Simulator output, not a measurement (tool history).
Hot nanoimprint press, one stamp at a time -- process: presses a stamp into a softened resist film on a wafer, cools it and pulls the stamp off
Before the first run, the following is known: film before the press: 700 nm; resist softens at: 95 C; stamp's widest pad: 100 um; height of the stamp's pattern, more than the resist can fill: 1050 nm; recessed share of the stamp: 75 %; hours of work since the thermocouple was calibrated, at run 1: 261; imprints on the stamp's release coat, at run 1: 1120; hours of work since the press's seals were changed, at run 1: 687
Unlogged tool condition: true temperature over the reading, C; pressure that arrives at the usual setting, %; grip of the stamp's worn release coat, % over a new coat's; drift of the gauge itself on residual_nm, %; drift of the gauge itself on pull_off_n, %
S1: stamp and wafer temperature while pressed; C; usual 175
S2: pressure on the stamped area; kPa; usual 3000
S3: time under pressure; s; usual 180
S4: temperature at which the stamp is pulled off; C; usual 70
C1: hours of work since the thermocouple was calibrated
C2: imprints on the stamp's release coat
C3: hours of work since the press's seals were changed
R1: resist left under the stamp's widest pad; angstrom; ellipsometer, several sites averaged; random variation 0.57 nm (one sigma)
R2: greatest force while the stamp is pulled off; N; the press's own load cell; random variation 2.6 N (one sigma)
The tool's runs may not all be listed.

| run | hour | S1 | S2 | S3 | S4 | C1 | C2 | C3 | R1 | R2 |
|---|---|---|---|---|---|---|---|---|---|---|
| 1 | 0 | 175 | 3000 | 180 | 70 | 261 | 1120 | 687 | 2610 | 245 |
| 2 | 25.9 | 175 | 3000 | 180 | 70 | 273 | 1207 | 699 | 2616 | 243 |
| 3 | 52.3 | 175 | 3000 | 180 | 69 | 285 | 1295 | 711 | 2602 | 255 |
|  | 68.8 | stamp cleaned and given a new release coat |
| 4 | 86.9 | 175 | 3000 | 180 | 69 | 298 | 60 | 724 | 2609 | 205 |
|  | 114 | plate thermocouple calibrated |
| 5 | 123.1 | 175 | 3000 | 180 | 70 | 4 | 171 | 740 | 2708 | 204 |
| 6 | 169.5 | 175 | 3000 | 180 | 70 | 26 | 326 | 761 | 2707 | 215 |
| 7 | 199.9 | 169 | 3000 | 180 | 70 | 40 | 427 | 775 | 3308 | 218 |
| 8 | 234.7 | 175 | 3000 | 168 | 70 | 56 | 543 | 791 | 2757 | 224 |
| 9 | 273.5 | 175 | 3000 | 168 | 70 | 74 | 672 | 809 | 2750 | 228 |
| 10 | 295 | 175 | 3000 | 168 | 70 | 84 | 744 | 819 | 2760 | 232 |
| 11 | 317.8 | 181 | 3000 | 168 | 70 | 95 | 820 | 830 | 2262 | 232 |
|  | 359.5 | press's hydraulic seals changed and the load cell set to zero |
| 12 | 370.4 | 175 | 3000 | 180 | 64 | 115 | 969 | 5 | 2641 | 259 |
| 13 | 389.9 | 175 | 3000 | 180 | 64 | 124 | 1034 | 14 | 2622 | 255 |
| 14 | 433.2 | 175 | 3000 | 180 | 64 | 144 | 1179 | 34 | 2631 | 262 |
| 15 | 473.5 | 175 | 3000 | 265 | 77 | 163 | 1313 | 53 | 2271 | 231 |
|  | 485.6 | stamp cleaned and given a new release coat |
| 16 | 512.2 | 170 | 3000 | 180 | 60 | 178 | 88 | 68 | 3107 | 223 |
| 17 | 543.8 | 165 | 3000 | 278 | 70 | 193 | 193 | 83 | 3202 | 208 |
| 18 | 565.1 | 164 | 3000 | 242 | 70 | 203 | 265 | 93 | 3473 | 218 |
| 19 | 602.7 | 178 | 3000 | 191 | 61 | 220 | 390 | 110 | 2305 | 243 |

Each row is a separate what-if for the run after 19, all from the same tool condition, not one after another. Results?
| A | 622.1 | 167 | 2620 | 180 | 58 | 229 | 455 | 119 | ? | ? |
| B | 622.1 | 187 | 3000 | 221 | 61 | 229 | 455 | 119 | ? | ? |
| C | 622.1 | 184 | 2170 | 180 | 70 | 229 | 455 | 119 | ? | ? |
| D | 622.1 | 187 | 2020 | 102 | 61 | 229 | 455 | 119 | ? | ? |

| run | R1 | R2 |
|---|---|---|
| A | 3661 | 246 |
| B | 1640 | 241 |
| C | 2338 | 217 |
| D | 2737 | 240 |
Stripped of hidden state, with their random variation kept, the same runs would have yielded:
| run | R1 | R2 |
|---|---|---|
| A | 3780 | 229 |
| B | 1687 | 225 |
| C | 2408 | 203 |
| D | 2813 | 224 |
